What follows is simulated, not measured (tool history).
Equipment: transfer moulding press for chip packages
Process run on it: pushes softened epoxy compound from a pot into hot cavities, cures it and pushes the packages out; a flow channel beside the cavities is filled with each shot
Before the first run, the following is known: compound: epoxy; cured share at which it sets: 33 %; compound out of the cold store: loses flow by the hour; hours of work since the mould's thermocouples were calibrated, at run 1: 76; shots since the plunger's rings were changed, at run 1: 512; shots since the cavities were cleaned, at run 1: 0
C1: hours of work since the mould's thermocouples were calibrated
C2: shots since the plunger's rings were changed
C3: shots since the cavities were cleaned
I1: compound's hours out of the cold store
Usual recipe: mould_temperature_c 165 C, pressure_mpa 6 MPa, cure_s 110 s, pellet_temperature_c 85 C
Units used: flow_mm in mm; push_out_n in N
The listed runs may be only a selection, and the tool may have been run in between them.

{"run": 1, "hour": 0.0, "mould_temperature_c": 165, "pressure_mpa": 6, "cure_s": 110, "pellet_temperature_c": 85, "C1": 76, "C2": 512, "C3": 0, "I1": 31.8, "flow_mm": 933, "push_out_n": 442}
{"run": 2, "hour": 17.1, "mould_temperature_c": 165, "pressure_mpa": 6, "cure_s": 110, "pellet_temperature_c": 85, "C1": 89, "C2": 737, "C3": 225, "I1": 32.1, "flow_mm": 931, "push_out_n": 610}
{"hour": 33.4, "done": "cavities cleaned with cleaning compound and waxed"}
{"run": 3, "hour": 40.1, "mould_temperature_c": 165, "pressure_mpa": 6, "cure_s": 110, "pellet_temperature_c": 85, "C1": 105, "C2": 1020, "C3": 89, "I1": 18.3, "flow_mm": 974, "push_out_n": 523}
{"run": 4, "hour": 55.1, "mould_temperature_c": 165, "pressure_mpa": 6, "cure_s": 110, "pellet_temperature_c": 85, "C1": 116, "C2": 1217, "C3": 286, "I1": 10.1, "flow_mm": 1004, "push_out_n": 648}
{"hour": 66.7, "done": "cavities cleaned with cleaning compound and waxed"}
{"run": 5, "hour": 75.4, "mould_temperature_c": 165, "pressure_mpa": 6, "cure_s": 110, "pellet_temperature_c": 85, "C1": 131, "C2": 1462, "C3": 113, "I1": 38.8, "flow_mm": 899, "push_out_n": 545}
{"run": 6, "hour": 97.4, "mould_temperature_c": 165, "pressure_mpa": 6, "cure_s": 110, "pellet_temperature_c": 85, "C1": 147, "C2": 1752, "C3": 403, "I1": 44.5, "flow_mm": 885, "push_out_n": 650}
{"hour": 101.3, "done": "cavities cleaned with cleaning compound and waxed"}
{"run": 7, "hour": 110.3, "mould_temperature_c": 165, "pressure_mpa": 6, "cure_s": 110, "pellet_temperature_c": 85, "C1": 156, "C2": 1901, "C3": 118, "I1": 15.6, "flow_mm": 974, "push_out_n": 558}
{"hour": 134.1, "done": "cavities cleaned with cleaning compound and waxed"}
{"run": 8, "hour": 137.5, "mould_temperature_c": 165, "pressure_mpa": 6, "cure_s": 110, "pellet_temperature_c": 85, "C1": 175, "C2": 2239, "C3": 45, "I1": 36.4, "flow_mm": 902, "push_out_n": 478}
{"run": 9, "hour": 152.8, "mould_temperature_c": 165, "pressure_mpa": 6, "cure_s": 110, "pellet_temperature_c": 85, "C1": 187, "C2": 2439, "C3": 245, "I1": 40.1, "flow_mm": 884, "push_out_n": 602}
{"hour": 168.1, "done": "cavities cleaned with cleaning compound and waxed"}
{"run": 10, "hour": 172.9, "mould_temperature_c": 165, "pressure_mpa": 6, "cure_s": 110, "pellet_temperature_c": 85, "C1": 201, "C2": 2684, "C3": 64, "I1": 8.3, "flow_mm": 996, "push_out_n": 545}
{"run": 11, "hour": 193.7, "mould_temperature_c": 165, "pressure_mpa": 6, "cure_s": 110, "pellet_temperature_c": 85, "C1": 216, "C2": 2957, "C3": 337, "I1": 15.4, "flow_mm": 967, "push_out_n": 690}
{"hour": 202.5, "done": "cavities cleaned with cleaning compound and waxed"}
{"run": 12, "hour": 209.0, "mould_temperature_c": 170, "pressure_mpa": 5.2, "cure_s": 106, "pellet_temperature_c": 94, "C1": 226, "C2": 3137, "C3": 85, "I1": 15, "flow_mm": 881, "push_out_n": 462}
{"hour": 235.9, "done": "cavities cleaned with cleaning compound and waxed"}
{"run": 13, "hour": 235.9, "mould_temperature_c": 170, "pressure_mpa": 5.2, "cure_s": 140, "pellet_temperature_c": 82, "C1": 246, "C2": 3472, "C3": 0, "I1": 28.5, "flow_mm": 838, "push_out_n": 359}
{"hour": 239.3, "done": "mould's thermocouples calibrated"}
{"run": 14, "hour": 263.8, "mould_temperature_c": 173, "pressure_mpa": 7.37, "cure_s": 129, "pellet_temperature_c": 77, "C1": 18, "C2": 3811, "C3": 339, "I1": 20.7, "flow_mm": 1008, "push_out_n": 534}
{"hour": 271.6, "done": "cavities cleaned with cleaning compound and waxed"}
{"run": 15, "hour": 288.6, "mould_temperature_c": 169, "pressure_mpa": 5.62, "cure_s": 110, "pellet_temperature_c": 78, "C1": 36, "C2": 4118, "C3": 224, "I1": 41.5, "flow_mm": 829, "push_out_n": 518}
{"hour": 304.3, "done": "cavities cleaned with cleaning compound and waxed"}
{"run": 16, "hour": 306.7, "mould_temperature_c": 169, "pressure_mpa": 5.62, "cure_s": 110, "pellet_temperature_c": 78, "C1": 48, "C2": 4335, "C3": 31, "I1": 26.6, "flow_mm": 870, "push_out_n": 422}
{"run": 17, "hour": 325.2, "mould_temperature_c": 169, "pressure_mpa": 5.14, "cure_s": 109, "pellet_temperature_c": 78, "C1": 62, "C2": 4577, "C3": 273, "I1": 25.1, "flow_mm": 840, "push_out_n": 574}
{"hour": 331.3, "done": "mould's thermocouples calibrated, once more"}
{"hour": 338.6, "done": "plunger's sealing rings changed"}
{"hour": 341.8, "done": "cavities cleaned with cleaning compound and waxed"}
{"run": 18, "hour": 350.4, "mould_temperature_c": 162, "pressure_mpa": 5.13, "cure_s": 138, "pellet_temperature_c": 85, "C1": 11, "C2": 135, "C3": 112, "I1": 10.3, "flow_mm": 951, "push_out_n": 481}
{"hour": 375.6, "done": "cavities cleaned with cleaning compound and waxed"}
{"run": 19, "hour": 377.8, "mould_temperature_c": 159, "pressure_mpa": 5.03, "cure_s": 94, "pellet_temperature_c": 77, "C1": 31, "C2": 476, "C3": 30, "I1": 37.4, "flow_mm": 861, "push_out_n": 922}
{"run": 20, "hour": 403.7, "mould_temperature_c": 159, "pressure_mpa": 5.03, "cure_s": 94, "pellet_temperature_c": 77, "C1": 50, "C2": 815, "C3": 369, "I1": 10.3, "flow_mm": 949, "push_out_n": 1379}
{"hour": 409.4, "done": "cavities cleaned with cleaning compound and waxed"}
{"run": 21, "hour": 426.8, "mould_temperature_c": 170, "pressure_mpa": 6, "cure_s": 110, "pellet_temperature_c": 83, "C1": 67, "C2": 1099, "C3": 229, "I1": 43.3, "flow_mm": 877, "push_out_n": 522}

4 ways to go on from here, each from the tool as it stands after run 21. What would each give?
{"hour": 443.6, "done": "cavities cleaned with cleaning compound and waxed"}
{"run": "A", "hour": 451.9, "mould_temperature_c": 165, "pressure_mpa": 4.98, "cure_s": 110, "pellet_temperature_c": 85, "C1": 84, "C2": 1408, "C3": 108, "I1": 27.2, "flow_mm": "?", "push_out_n": "?"}
{"hour": 443.6, "done": "cavities cleaned with cleaning compound and waxed"}
{"run": "B", "hour": 451.9, "mould_temperature_c": 165, "pressure_mpa": 6, "cure_s": 93, "pellet_temperature_c": 85, "C1": 84, "C2": 1408, "C3": 108, "I1": 40, "flow_mm": "?", "push_out_n": "?"}
{"hour": 443.6, "done": "cavities cleaned with cleaning compound and waxed"}
{"run": "C", "hour": 451.9, "mould_temperature_c": 162, "pressure_mpa": 6, "cure_s": 133, "pellet_temperature_c": 91, "C1": 84, "C2": 1408, "C3": 108, "I1": 41, "flow_mm": "?", "push_out_n": "?"}
{"hour": 443.6, "done": "cavities cleaned with cleaning compound and waxed"}
{"run": "D", "hour": 451.9, "mould_temperature_c": 169, "pressure_mpa": 6, "cure_s": 132, "pellet_temperature_c": 85, "C1": 84, "C2": 1408, "C3": 108, "I1": 38.5, "flow_mm": "?", "push_out_n": "?"}

run=A flow_mm=860 push_out_n=540
run=B flow_mm=905 push_out_n=672
run=C flow_mm=910 push_out_n=472
run=D flow_mm=893 push_out_n=427
What these runs would have given with no unlogged condition in the tool:
run=A flow_mm=872 push_out_n=464
run=B flow_mm=917 push_out_n=579
run=C flow_mm=923 push_out_n=403
run=D flow_mm=906 push_out_n=362

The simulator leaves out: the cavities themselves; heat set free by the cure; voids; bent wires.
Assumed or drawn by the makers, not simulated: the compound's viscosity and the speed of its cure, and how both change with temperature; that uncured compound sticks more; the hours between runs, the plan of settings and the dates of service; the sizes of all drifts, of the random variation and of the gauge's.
